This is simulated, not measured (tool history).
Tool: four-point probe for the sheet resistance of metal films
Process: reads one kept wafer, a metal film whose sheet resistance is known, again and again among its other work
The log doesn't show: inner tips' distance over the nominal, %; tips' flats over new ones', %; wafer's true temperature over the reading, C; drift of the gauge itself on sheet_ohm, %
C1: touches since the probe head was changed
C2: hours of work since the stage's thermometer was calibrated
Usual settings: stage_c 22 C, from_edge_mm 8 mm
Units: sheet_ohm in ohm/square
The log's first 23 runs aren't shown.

Run 24, day 22.942: usual settings but stage_c 28 C, from_edge_mm 7 mm; C1 38392; C2 2448. Result: sheet_ohm 1.868964 ohm/square.
Run 25, day 23.733: usual settings but stage_c 24 C, from_edge_mm 6 mm; C1 39065; C2 2463. Result: sheet_ohm 1.873132 ohm/square.
Run 26, day 24.446: usual settings but stage_c 24 C, from_edge_mm 6 mm; C1 39671; C2 2476. Result: sheet_ohm 1.872514 ohm/square.
Run 27, day 25.238: usual settings but stage_c 26 C, from_edge_mm 12 mm; C1 40344; C2 2492. Result: sheet_ohm 1.854092 ohm/square.
Run 28, day 26.617: usual settings but stage_c 34 C, from_edge_mm 24 mm; C1 41512; C2 2518. Result: sheet_ohm 1.856266 ohm/square.
Run 29, day 27.754: usual settings but stage_c 18 C; C1 42478; C2 2540. Result: sheet_ohm 1.856368 ohm/square.
Run 30, day 28.983: usual settings but stage_c 18 C; C1 43523; C2 2564. Result: sheet_ohm 1.856466 ohm/square.
Run 31, day 30.271: usual settings but stage_c 19 C, from_edge_mm 6 mm; C1 44616; C2 2588. Result: sheet_ohm 1.868775 ohm/square.
Run 32, day 31.346: usual settings but stage_c 24 C, from_edge_mm 32 mm; C1 45530; C2 2609. Result: sheet_ohm 1.847298 ohm/square.
Run 33, day 32.312: usual settings but from_edge_mm 53 mm; C1 46350; C2 2627. Result: sheet_ohm 1.844503 ohm/square.
Run 34, day 33.604: usual settings but stage_c 24 C, from_edge_mm 74 mm; C1 47445; C2 2652. Result: sheet_ohm 1.8468 ohm/square.
Run 35, day 34.396: usual settings but stage_c 19 C, from_edge_mm 4 mm; C1 48118; C2 2667. Result: sheet_ohm 1.90174 ohm/square.
At day 35.058: stage's thermometer calibrated.
Run 36, day 35.525: usual settings but stage_c 21 C, from_edge_mm 4 mm; C1 49060; C2 9. Result: sheet_ohm 1.899938 ohm/square.

Forecast each of these 4 alternatives for the next run:
Run A, day 36.5: usual settings but stage_c 25 C; C1 49887; C2 28. Result: sheet_ohm ?.
Run B, day 36.5: usual settings but stage_c 28 C, from_edge_mm 22 mm; C1 49887; C2 28. Result: sheet_ohm ?.
Run C, day 36.5: usual settings but stage_c 27 C, from_edge_mm 5 mm; C1 49887; C2 28. Result: sheet_ohm ?.
Run D, day 36.5: usual settings but stage_c 25 C; C1 49887; C2 28. Result: sheet_ohm ?.

run  sheet_ohm
  A   1.859148
  B   1.848793
  C   1.884767
  D   1.859015
Without the tool's hidden state the same runs would have given:
run  sheet_ohm
  A   1.852091
  B    1.84177
  C    1.87762
  D   1.851959

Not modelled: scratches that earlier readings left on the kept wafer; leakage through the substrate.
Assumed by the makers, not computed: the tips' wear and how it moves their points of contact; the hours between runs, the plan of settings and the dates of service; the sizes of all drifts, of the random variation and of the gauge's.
